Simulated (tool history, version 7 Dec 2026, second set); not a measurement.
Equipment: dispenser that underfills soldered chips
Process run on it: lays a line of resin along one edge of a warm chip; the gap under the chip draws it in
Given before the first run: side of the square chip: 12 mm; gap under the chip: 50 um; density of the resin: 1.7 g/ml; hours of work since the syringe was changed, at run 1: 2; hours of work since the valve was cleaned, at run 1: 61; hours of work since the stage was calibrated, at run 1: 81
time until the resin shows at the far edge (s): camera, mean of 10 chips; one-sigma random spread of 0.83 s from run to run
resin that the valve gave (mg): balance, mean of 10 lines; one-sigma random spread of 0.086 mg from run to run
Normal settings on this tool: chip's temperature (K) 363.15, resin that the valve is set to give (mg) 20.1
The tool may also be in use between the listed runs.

| run | hour | chip's temperature (K) | resin that the valve is set to give (mg) | hours of work since the syringe was changed | hours of work since the valve was cleaned | hours of work since the stage was calibrated | time until the resin shows at the far edge (s) | resin that the valve gave (mg) |
|---|---|---|---|---|---|---|---|---|
| 1 | 0.0 | 363.15 | 20.1 | 2 | 61 | 81 | 94.3 | 19.53 |
| 2 | 2.5 | 363.15 | 20.7 | 4 | 62 | 83 | 102.2 | 20.14 |
| 3 | 5.3 | 363.15 | 20.7 | 6 | 64 | 84 | 116.8 | 19.97 |
|  | 6.6 | new syringe of resin |
| 4 | 10.2 | 363.15 | 20.7 | 2 | 67 | 87 | 88.7 | 19.82 |
| 5 | 14.9 | 363.15 | 20.7 | 5 | 70 | 90 | 110.5 | 19.85 |
|  | 17.0 | new syringe of resin |
| 6 | 20.5 | 363.15 | 20.7 | 2 | 73 | 93 | 91.0 | 19.83 |
| 7 | 25.9 | 363.15 | 20.9 | 5 | 76 | 97 | 115.4 | 20.15 |
|  | 27.5 | new syringe of resin |
| 8 | 30.8 | 363.15 | 20.1 | 2 | 79 | 100 | 89.3 | 19.20 |
| 9 | 34.3 | 363.15 | 20.1 | 4 | 81 | 102 | 104.0 | 19.24 |
| 10 | 37.0 | 363.15 | 17.3 | 6 | 83 | 103 | 119.0 | 16.61 |
|  | 38.3 | new syringe of resin |
|  | 39.8 | dispensing valve cleaned and set on the balance |
| 11 | 41.7 | 363.15 | 17.3 | 2 | 1 | 106 | 90.0 | 17.31 |
| 12 | 44.6 | 374.15 | 20.7 | 3 | 3 | 107 | 69.5 | 20.61 |
|  | 49.7 | new syringe of resin |
| 13 | 50.5 | 374.15 | 20.7 | 0 | 6 | 111 | 56.4 | 20.74 |
| 14 | 53.8 | 375.15 | 20.4 | 3 | 8 | 113 | 64.7 | 20.18 |
| 15 | 56.9 | 378.15 | 21.4 | 4 | 10 | 115 | 67.5 | 21.16 |
|  | 60.5 | new syringe of resin |
| 16 | 61.2 | 378.15 | 21.4 | 0 | 13 | 117 | 50.0 | 21.28 |
| 17 | 64.5 | 378.15 | 21.4 | 2 | 15 | 119 | 56.1 | 21.02 |
| 18 | 67.3 | 378.15 | 21.4 | 4 | 17 | 121 | 66.1 | 21.29 |
|  | 71.0 | new syringe of resin |
| 19 | 72.5 | 378.15 | 24.6 | 1 | 20 | 124 | 50.9 | 24.27 |
| 20 | 76.4 | 378.15 | 24.6 | 3 | 22 | 127 | 61.0 | 24.37 |
| 21 | 80.0 | 363.15 | 22.1 | 6 | 24 | 129 | 111.3 | 21.76 |
|  | 81.6 | new syringe of resin |
| 22 | 84.0 | 363.15 | 20.7 | 2 | 27 | 131 | 86.2 | 20.38 |

Forecast each of these 5 alternatives for the next run:
| A | 88.7 | 363.15 | 23.5 | 4 | 30 | 134 | ? | ? |
| B | 88.7 | 375.15 | 22.6 | 4 | 30 | 134 | ? | ? |
| C | 88.7 | 350.15 | 20.1 | 4 | 30 | 134 | ? | ? |
| D | 88.7 | 352.15 | 23.4 | 4 | 30 | 134 | ? | ? |
| E | 88.7 | 363.15 | 19.8 | 4 | 30 | 134 | ? | ? |

| run | time until the resin shows at the far edge (s) | resin that the valve gave (mg) |
|---|---|---|
| A | 103.6 | 23.14 |
| B | 73.1 | 22.07 |
| C | 159.9 | 19.70 |
| D | 150.4 | 22.91 |
| E | 104.1 | 19.53 |
What these runs would have given with no unlogged condition in the tool:
| run | time until the resin shows at the far edge (s) | resin that the valve gave (mg) |
|---|---|---|
| A | 76.4 | 23.54 |
| B | 53.8 | 22.46 |
| C | 118.0 | 20.05 |
| D | 111.2 | 23.32 |
| E | 76.6 | 19.88 |

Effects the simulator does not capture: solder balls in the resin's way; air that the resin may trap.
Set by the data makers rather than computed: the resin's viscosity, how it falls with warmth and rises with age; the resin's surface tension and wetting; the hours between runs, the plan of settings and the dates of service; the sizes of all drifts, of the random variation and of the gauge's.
